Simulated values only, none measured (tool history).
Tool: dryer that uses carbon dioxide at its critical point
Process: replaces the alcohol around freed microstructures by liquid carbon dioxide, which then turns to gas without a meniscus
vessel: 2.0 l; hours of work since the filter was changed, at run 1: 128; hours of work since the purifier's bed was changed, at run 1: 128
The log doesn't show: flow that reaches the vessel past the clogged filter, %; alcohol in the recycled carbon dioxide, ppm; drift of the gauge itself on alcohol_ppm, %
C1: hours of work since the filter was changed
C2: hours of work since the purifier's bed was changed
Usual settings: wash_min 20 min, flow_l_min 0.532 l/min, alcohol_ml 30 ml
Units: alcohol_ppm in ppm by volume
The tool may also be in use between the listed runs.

Run 1, hour 0: usual settings; C1 128; C2 128. Result: alcohol_ppm 172 ppm by volume.
Run 2, hour 9.5: usual settings; C1 131; C2 131. Result: alcohol_ppm 167 ppm by volume.
Run 3, hour 18.2: usual settings; C1 134; C2 134. Result: alcohol_ppm 162 ppm by volume.
Run 4, hour 24.1: usual settings; C1 136; C2 136. Result: alcohol_ppm 176 ppm by volume.
Run 5, hour 36: usual settings; C1 140; C2 140. Result: alcohol_ppm 176 ppm by volume.
Run 6, hour 48.5: usual settings; C1 144; C2 144. Result: alcohol_ppm 163 ppm by volume.
Run 7, hour 53.9: usual settings; C1 145; C2 145. Result: alcohol_ppm 179 ppm by volume.
Run 8, hour 62.3: usual settings but alcohol_ml 99 ml; C1 148; C2 148. Result: alcohol_ppm 459 ppm by volume.
Run 9, hour 69.4: usual settings but wash_min 22 min, flow_l_min 0.431 l/min, alcohol_ml 26 ml; C1 150; C2 150. Result: alcohol_ppm 230 ppm by volume.
Run 10, hour 81.2: usual settings but wash_min 22 min, flow_l_min 0.431 l/min, alcohol_ml 26 ml; C1 154; C2 154. Result: alcohol_ppm 237 ppm by volume.
Run 11, hour 89.8: usual settings but wash_min 22 min, flow_l_min 0.431 l/min, alcohol_ml 26 ml; C1 157; C2 157. Result: alcohol_ppm 242 ppm by volume.
Run 12, hour 95.7: usual settings but wash_min 22 min, flow_l_min 0.431 l/min, alcohol_ml 93 ml; C1 159; C2 159. Result: alcohol_ppm 699 ppm by volume.
Run 13, hour 108.3: usual settings but wash_min 22 min, flow_l_min 0.431 l/min, alcohol_ml 93 ml; C1 163; C2 163. Result: alcohol_ppm 690 ppm by volume.
Run 14, hour 120: usual settings but wash_min 25 min, flow_l_min 0.431 l/min, alcohol_ml 93 ml; C1 167; C2 167. Result: alcohol_ppm 415 ppm by volume.
Run 15, hour 132.5: usual settings but wash_min 25 min, flow_l_min 0.431 l/min, alcohol_ml 93 ml; C1 171; C2 171. Result: alcohol_ppm 413 ppm by volume.

4 ways to go on from here, each from the tool as it stands after run 15. What would each give?
Run A, hour 139.5: usual settings but flow_l_min 0.698 l/min; C1 173; C2 173. Result: alcohol_ppm ?.
Run B, hour 139.5: usual settings but flow_l_min 0.432 l/min, alcohol_ml 99 ml; C1 173; C2 173. Result: alcohol_ppm ?.
Run C, hour 139.5: usual settings but flow_l_min 0.39 l/min, alcohol_ml 79 ml; C1 173; C2 173. Result: alcohol_ppm ?.
Run D, hour 139.5: usual settings but wash_min 26 min, flow_l_min 0.652 l/min, alcohol_ml 93 ml; C1 173; C2 173. Result: alcohol_ppm ?.

run  alcohol_ppm
  A           89
  B         1066
  C         1207
  D           90
Without the tool's hidden state the same runs would have given:
run  alcohol_ppm
  A           13
  B          739
  C          869
  D           12
